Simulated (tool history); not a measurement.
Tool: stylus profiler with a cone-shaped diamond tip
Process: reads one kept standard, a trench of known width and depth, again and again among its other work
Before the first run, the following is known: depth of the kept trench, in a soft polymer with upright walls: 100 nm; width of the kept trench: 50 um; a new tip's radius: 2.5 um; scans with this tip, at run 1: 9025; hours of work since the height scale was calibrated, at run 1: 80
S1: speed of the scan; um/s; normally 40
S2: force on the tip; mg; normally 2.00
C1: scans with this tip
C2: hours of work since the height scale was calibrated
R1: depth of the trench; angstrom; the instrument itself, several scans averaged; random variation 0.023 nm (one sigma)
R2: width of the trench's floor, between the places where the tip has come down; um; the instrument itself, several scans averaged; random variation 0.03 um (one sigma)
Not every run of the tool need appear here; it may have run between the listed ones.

| run | hour | S1 | S2 | C1 | C2 | R1 | R2 |
|---|---|---|---|---|---|---|---|
| 1 | 0.0 | 40 | 2.00 | 9025 | 80 | 1014.5 | 47.78 |
| 2 | 42.8 | 40 | 0.74 | 9261 | 107 | 1007.7 | 47.69 |
| 3 | 63.3 | 40 | 3.54 | 9373 | 119 | 1021.4 | 47.76 |
| 4 | 88.9 | 10 | 2.00 | 9513 | 135 | 1014.6 | 47.85 |
| 5 | 118.1 | 40 | 2.00 | 9674 | 153 | 1014.5 | 47.72 |
| 6 | 156.9 | 40 | 2.00 | 9887 | 177 | 1015.3 | 47.75 |
| 7 | 188.4 | 151 | 2.00 | 10060 | 197 | 1015.2 | 47.16 |
| 8 | 223.8 | 151 | 2.00 | 10254 | 219 | 1015.5 | 47.19 |
| 9 | 248.0 | 40 | 2.00 | 10387 | 234 | 1015.5 | 47.70 |
| 10 | 277.7 | 40 | 1.26 | 10550 | 253 | 1011.7 | 47.66 |
| 11 | 300.1 | 40 | 1.26 | 10673 | 267 | 1011.2 | 47.60 |
| 12 | 336.6 | 16 | 2.00 | 10873 | 289 | 1015.4 | 47.77 |
| 13 | 376.7 | 16 | 2.00 | 11094 | 314 | 1015.6 | 47.77 |
| 14 | 405.7 | 34 | 2.00 | 11252 | 332 | 1015.9 | 47.63 |
| 15 | 430.7 | 34 | 0.88 | 11390 | 348 | 1010.1 | 47.63 |
| 16 | 464.8 | 34 | 4.19 | 11577 | 369 | 1025.1 | 47.66 |
| 17 | 491.1 | 160 | 0.89 | 11722 | 385 | 1009.9 | 46.65 |
| 18 | 525.2 | 31 | 1.29 | 11909 | 407 | 1012.9 | 47.64 |
| 19 | 574.3 | 24 | 3.62 | 12178 | 437 | 1023.4 | 47.72 |
| 20 | 605.6 | 12 | 3.62 | 12350 | 457 | 1023.8 | 47.75 |
| 21 | 646.2 | 96 | 3.62 | 12573 | 482 | 1023.1 | 47.43 |
| 22 | 692.3 | 96 | 3.62 | 12826 | 511 | 1023.6 | 47.36 |
| 23 | 742.3 | 16 | 2.93 | 13101 | 542 | 1021.0 | 47.65 |
| 24 | 765.4 | 16 | 1.69 | 13227 | 556 | 1015.6 | 47.64 |
| 25 | 805.7 | 16 | 1.69 | 13448 | 581 | 1015.5 | 47.64 |
| 26 | 840.6 | 82 | 1.69 | 13640 | 603 | 1015.7 | 47.32 |
| 27 | 886.7 | 82 | 1.69 | 13893 | 632 | 1015.5 | 47.31 |
| 28 | 910.9 | 141 | 2.25 | 14026 | 647 | 1018.5 | 47.05 |
| 29 | 958.2 | 13 | 0.86 | 14286 | 676 | 1011.1 | 47.57 |
| 30 | 979.5 | 13 | 0.86 | 14402 | 689 | 1011.4 | 47.56 |
| 31 | 1029.6 | 13 | 0.86 | 14678 | 720 | 1011.4 | 47.56 |

Pick out some run-to-run changes in R1. Of each, how much would a tool without hidden state show as well, from the settings, what came in and chance, and how much is left for the hidden state and any gauge scatter not in both results compared?
What the log doesn't record here: radius of the tip, um; height scale over the true one, %; drift of the gauge itself on depth_nm, %; drift of the gauge itself on floor_um, %.
Run 2 -> 3: S2 0.74 -> 3.54. R1 +13.7 angstrom: hidden state +0.0, all else +13.7.
Run 5 -> 6: nothing adjusted, nothing logged. R1 +0.8 angstrom: hidden state +0.2, all else +0.6.
Run 15 -> 16: S2 0.88 -> 4.19. R1 +15.0 angstrom: hidden state +0.1, all else +14.9.
Run 16 -> 17: S1 34 -> 160, S2 4.19 -> 0.89. R1 -15.2 angstrom: hidden state +0.1, all else -15.3.
Run 18 -> 19: S1 31 -> 24, S2 1.29 -> 3.62. R1 +10.5 angstrom: hidden state +0.2, all else +10.3.
Run 22 -> 23: S1 96 -> 16, S2 3.62 -> 2.93. R1 -2.6 angstrom: hidden state +0.2, all else -2.8.
